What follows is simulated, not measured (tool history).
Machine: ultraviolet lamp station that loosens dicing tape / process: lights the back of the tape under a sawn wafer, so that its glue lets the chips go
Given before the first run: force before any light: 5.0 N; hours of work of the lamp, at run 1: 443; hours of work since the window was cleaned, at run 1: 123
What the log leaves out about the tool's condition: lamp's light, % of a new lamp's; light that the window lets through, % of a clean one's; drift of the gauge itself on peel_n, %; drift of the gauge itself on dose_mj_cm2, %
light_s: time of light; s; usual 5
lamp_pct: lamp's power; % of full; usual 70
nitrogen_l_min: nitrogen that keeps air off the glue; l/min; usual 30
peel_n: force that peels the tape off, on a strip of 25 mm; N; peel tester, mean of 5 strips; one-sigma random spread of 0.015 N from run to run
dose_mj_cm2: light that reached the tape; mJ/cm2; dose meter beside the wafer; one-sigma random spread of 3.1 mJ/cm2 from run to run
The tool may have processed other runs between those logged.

run     day  light_s  lamp_pct  nitrogen_l_min  hours of work of the lamp  hours of work since the window was cleaned  peel_n  dose_mj_cm2
  1   0.000        5        70              30                        443                                         123   0.906          403
  2   0.954        5        70              30                        457                                         137   0.916          396
  3   2.158        5        66              30                        475                                         155   1.042          377
  4   3.117        5        66              30                        489                                         169   1.034          367
  5   4.192        5        81              30                        505                                         184   0.770          460
  6   5.012        5        96              30                        517                                         196   0.565          529
  7   6.262        5        96              30                        535                                         215   0.557          526
  8   7.975        5        70              30                        560                                         240   0.962          383
  9   9.688        5        70              10                        585                                         265   1.769          376
 10  11.021        5        70              10                        605                                         284   1.785          375
 11  12.671        5        70              10                        629                                         308   1.788          368
 12  14.067        5        70              10                        649                                         329   1.803          368
 13  15.088        5        70              10                        664                                         344   1.822          364
 14  16.683        3        70              30                        687                                         367   2.007          209
 15  18.196        4        70              30                        710                                         389   1.451          284
 16  19.425        4        70              30                        728                                         407   1.484          280
     19.600  -- window cleaned of glue's vapour
 17  20.250        4        70              30                        739                                           9   1.552          278
 18  21.088        4        70              30                        752                                          22   1.508          276
 19  22.304        4        69              30                        769                                          40   1.617          271
 20  23.688        4        69              30                        790                                          60   1.570          269
 21  24.883        5        70              30                        807                                          77   1.204          335
 22  26.204        2        93              30                        827                                          97   2.318          175
     27.462  -- window cleaned of glue's vapour, once more
 23  27.554        5        93              11                        846                                           1   1.263          473
 24  28.775        5        93              11                        864                                          19   1.292          467
 25  29.479        3        93              11                        874                                          30   2.209          284
 26  30.788        4        82              20                        893                                          49   1.527          326
 27  32.450       10        70              15                        918                                          73   0.586          686
 28  33.733        7        86              22                        936                                          92   0.579          584
 29  34.971        9        70              30                        955                                         110   0.417          607
 30  35.858        9        70              30                        968                                         123   0.424          606
 31  37.521        3        67              30                        992                                         147   2.201          189
     38.504  -- lamp changed
 32  38.504        3        67              30                          0                                         161   1.632          260
 33  39.417        3        67              30                         13                                         174   1.560          258
 34  41.100        2        70              30                         38                                         199   2.322          179
 35  42.354        5        60              29                         56                                         217   1.000          377
 36  43.342        5        84              12                         71                                         232   1.014          531
 37  44.483        3        70              17                         88                                         249   2.020          264
 38  45.542        3        70              17                        103                                         264   2.001          261
 39  46.258        3        70              17                        114                                         275   2.025          255
 40  47.762        3        70              17                        136                                         297   1.977          259
 41  48.483        9        87              36                        146                                         307   0.152          948
 42  49.625        3        83              30                        163                                         324   1.389          303

Forecast each of these 5 alternatives for the next run:
  A  50.333        9        83              28                        173                                         334       ?            ?
  B  50.333        8        70              30                        173                                         334       ?            ?
  C  50.333        5        77              44                        173                                         334       ?            ?
  D  50.333        5        64               9                        173                                         334       ?            ?
  E  50.333        5        68              30                        173                                         334       ?            ?

run  peel_n  dose_mj_cm2
  A   0.221          898
  B   0.328          661
  C   0.563          464
  D   1.803          380
  E   0.871          415
Without the tool's hidden state the same runs would have given:
run  peel_n  dose_mj_cm2
  A   0.188          998
  B   0.263          735
  C   0.457          517
  D   1.609          423
  E   0.728          461
